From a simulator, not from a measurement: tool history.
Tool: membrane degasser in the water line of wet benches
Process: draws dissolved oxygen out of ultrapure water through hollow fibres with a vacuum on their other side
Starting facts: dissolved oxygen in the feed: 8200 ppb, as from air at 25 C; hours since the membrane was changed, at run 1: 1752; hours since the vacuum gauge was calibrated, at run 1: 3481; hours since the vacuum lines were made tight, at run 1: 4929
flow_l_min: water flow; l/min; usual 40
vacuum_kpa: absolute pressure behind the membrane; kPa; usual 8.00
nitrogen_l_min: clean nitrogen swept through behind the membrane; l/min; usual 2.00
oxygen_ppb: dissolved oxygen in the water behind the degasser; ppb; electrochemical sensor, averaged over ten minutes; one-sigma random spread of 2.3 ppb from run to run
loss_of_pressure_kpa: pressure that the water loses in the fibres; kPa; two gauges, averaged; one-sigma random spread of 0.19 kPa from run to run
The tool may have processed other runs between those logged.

run     day  flow_l_min  vacuum_kpa  nitrogen_l_min  hours since the membrane was changed  hours since the vacuum gauge was calibrated  hours since the vacuum lines were made tight  oxygen_ppb  loss_of_pressure_kpa
  1   0.000          40        8.00            2.00                                  1752                                         3481                                          4929       227.0                 41.51
  2   2.175          40       19.89            2.00                                  1804                                         3534                                          4981       710.4                 41.07
  3   3.354          40       19.89            4.99                                  1833                                         3562                                          5010       323.9                 41.12
  4   4.433          40        8.00            2.00                                  1859                                         3588                                          5035       225.7                 41.35
  5   6.004          40        8.00            2.00                                  1896                                         3626                                          5073       227.5                 41.27
  6   7.288          57        8.00            2.00                                  1927                                         3656                                          5104       353.2                 58.44
  7   8.525          57        8.00            2.00                                  1957                                         3686                                          5134       347.8                 58.44
  8   9.754          57        8.00            2.00                                  1986                                         3716                                          5163       344.0                 58.88
  9  12.046          40        8.00            2.00                                  2041                                         3771                                          5218       225.2                 41.22
     12.938  -- seals of the vacuum lines changed
 10  13.446          40        8.00            2.00                                  2073                                         3802                                            12       227.8                 41.56
 11  14.821          40        8.00            2.00                                  2106                                         3835                                            45       225.2                 41.33
 12  16.275          40        8.00            2.00                                  2141                                         3870                                            80       227.6                 41.24
 13  18.638          40        8.00            2.00                                  2198                                         3927                                           137       224.1                 41.40
 14  20.308          40        8.00            2.00                                  2238                                         3967                                           177       226.8                 40.96
 15  22.296          40        8.00            2.00                                  2285                                         4015                                           225       228.5                 41.43
 16  24.250          40        8.00            2.00                                  2332                                         4061                                           271       227.3                 41.43
 17  25.833          40        8.00            1.61                                  2370                                         4099                                           309       270.1                 40.95
 18  26.862          50       10.15            1.83                                  2395                                         4124                                           334       438.9                 52.08

Run 19 comes next. What will it give?
 19  28.283          42       17.61            1.04                                  2429                                         4158                                           368           ?                     ?

Run 19 measured oxygen_ppb 1045.7 ppb, loss_of_pressure_kpa 43.60 kPa.
With the hidden condition absent and the run-to-run variation left alone, this run would have shown oxygen_ppb 1045.1 ppb, loss_of_pressure_kpa 43.58 kPa.
